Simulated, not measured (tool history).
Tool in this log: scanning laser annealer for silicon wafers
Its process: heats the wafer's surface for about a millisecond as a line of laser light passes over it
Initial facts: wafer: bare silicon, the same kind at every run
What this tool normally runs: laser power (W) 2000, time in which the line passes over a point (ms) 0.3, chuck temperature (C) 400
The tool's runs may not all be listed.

run    day  laser power (W)  time in which the line passes over a point (ms)  chuck temperature (C)  highest temperature of the surface (C)
  1      0             2000                                              0.3                    400                                    1135
  2  0.396             2000                                              0.3                    400                                    1132
  3  0.638             2000                                              0.3                    400                                    1132
  4  1.042             2000                                              0.3                    400                                    1133
  5  1.333             1985                                              0.3                    400                                    1129
  6  1.679             2000                                              0.3                    400                                    1134
  7  2.083             2000                                              0.3                    376                                    1109
  8  2.508             2000                                              0.3                    376                                    1107
  9  2.783             2000                                              0.3                    376                                    1105
 10  2.975             2141                                             0.26                    418                                    1141
 11    3.2             2128                                            0.341                    418                                    1244
 12    3.5             2128                                            0.303                    430                                    1205
 13  3.683             1772                                            0.246                    400                                     992
 14  3.971             2081                                            0.272                    438                                    1158
 15  4.238             2074                                            0.375                    379                                    1227
 16  4.521             1898                                            0.248                    437                                    1068
 17  4.746             1884                                              0.3                    400                                    1093
 18  4.971             2000                                              0.3                    378                                    1108

Forecast each of these 3 alternatives for the next run:
  A  5.375             2129                                              0.3                    400                                       ?
  B  5.375             2000                                            0.312                    378                                       ?
  C  5.375             1985                                             0.25                    426                                       ?

run  highest temperature of the surface (C)
  A                                    1171
  B                                    1120
  C                                    1087
Stripped of hidden state, with their random variation kept, the same runs would have yielded:
run  highest temperature of the surface (C)
  A                                    1182
  B                                    1131
  C                                    1097
